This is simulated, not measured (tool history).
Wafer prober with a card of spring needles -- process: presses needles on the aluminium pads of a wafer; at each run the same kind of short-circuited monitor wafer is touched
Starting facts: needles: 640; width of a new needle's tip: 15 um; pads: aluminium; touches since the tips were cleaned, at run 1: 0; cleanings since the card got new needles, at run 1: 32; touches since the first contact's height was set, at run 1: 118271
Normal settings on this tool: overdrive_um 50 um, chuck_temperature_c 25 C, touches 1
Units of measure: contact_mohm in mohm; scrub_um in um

run,hour,overdrive_um,chuck_temperature_c,touches,touches since the tips were cleaned,cleanings since the card got new needles,touches since the first contact's height was set,contact_mohm,scrub_um
1,0,50,25,1,0,32,118271,156,13.08
2,10.7,50,25,1,6637,32,124908,242,12.97
# hour 11.6: tips cleaned on abrasive film
3,21.7,50,25,1,6245,33,131633,246,12.95
# hour 23.5: tips cleaned on abrasive film
4,30.4,50,25,1,4296,34,136985,234,12.98
# hour 35.5: tips cleaned on abrasive film
5,37.4,50,25,1,1148,35,141251,186,12.89
# hour 41.6: height of the first contact set anew
6,44,50,25,1,5092,35,1516,233,13.25
# hour 47.5: tips cleaned on abrasive film
7,51,50,25,1,2160,36,5763,205,13.24
# hour 59.3: tips cleaned on abrasive film
8,61.7,31,25,1,1480,37,12344,267,8.18
# hour 71.2: tips cleaned on abrasive film
9,71.3,50,25,1,56,38,18209,161,13.16
10,81.5,50,25,2,6402,38,24555,206,13.17
# hour 83.4: tips cleaned on abrasive film
11,91.6,50,25,2,5058,39,30735,203,13.17
# hour 95.4: tips cleaned on abrasive film
12,97.7,50,25,2,1442,40,34472,175,13.09
13,106,62,25,1,6601,40,39631,212,16.35
# hour 107.1: tips cleaned on abrasive film
14,114.9,50,30,2,4832,41,45101,204,13.1
# hour 118.9: tips cleaned on abrasive film
15,122.3,37,44,2,2134,42,49638,215,9.72
# hour 130.5: tips cleaned on abrasive film
16,131.1,51,27,1,388,43,55032,162,13.35
17,141.3,51,27,1,6667,43,61311,240,13.34
# hour 142.2: tips cleaned on abrasive film
18,147.2,65,44,1,3117,44,64921,193,17.05
# hour 154.4: tips cleaned on abrasive film
19,155.2,56,83,1,535,45,69847,176,14.62
20,161.5,56,83,1,4429,45,73741,220,14.62
# hour 166.3: tips cleaned on abrasive film
21,170.1,55,60,1,2360,46,79004,207,14.32
# hour 178.3: tips cleaned on abrasive film
22,181.2,59,25,1,1779,47,85790,188,15.41
23,187.9,50,25,3,5978,47,89989,184,12.99

Forecast each of these 3 alternatives for the next run:
# hour 190.1: tips cleaned on abrasive film
A,198.1,62,25,3,4977,48,96249,?,?
# hour 190.1: tips cleaned on abrasive film
B,198.1,43,28,1,4977,48,96249,?,?
# hour 190.1: tips cleaned on abrasive film
C,198.1,38,42,1,4977,48,96249,?,?

run,contact_mohm,scrub_um
A,164,16.15
B,271,11.16
C,306,9.89
Without the tool's unlogged condition, the same runs would have read:
run,contact_mohm,scrub_um
A,141,16.35
B,151,11.36
C,157,10.09
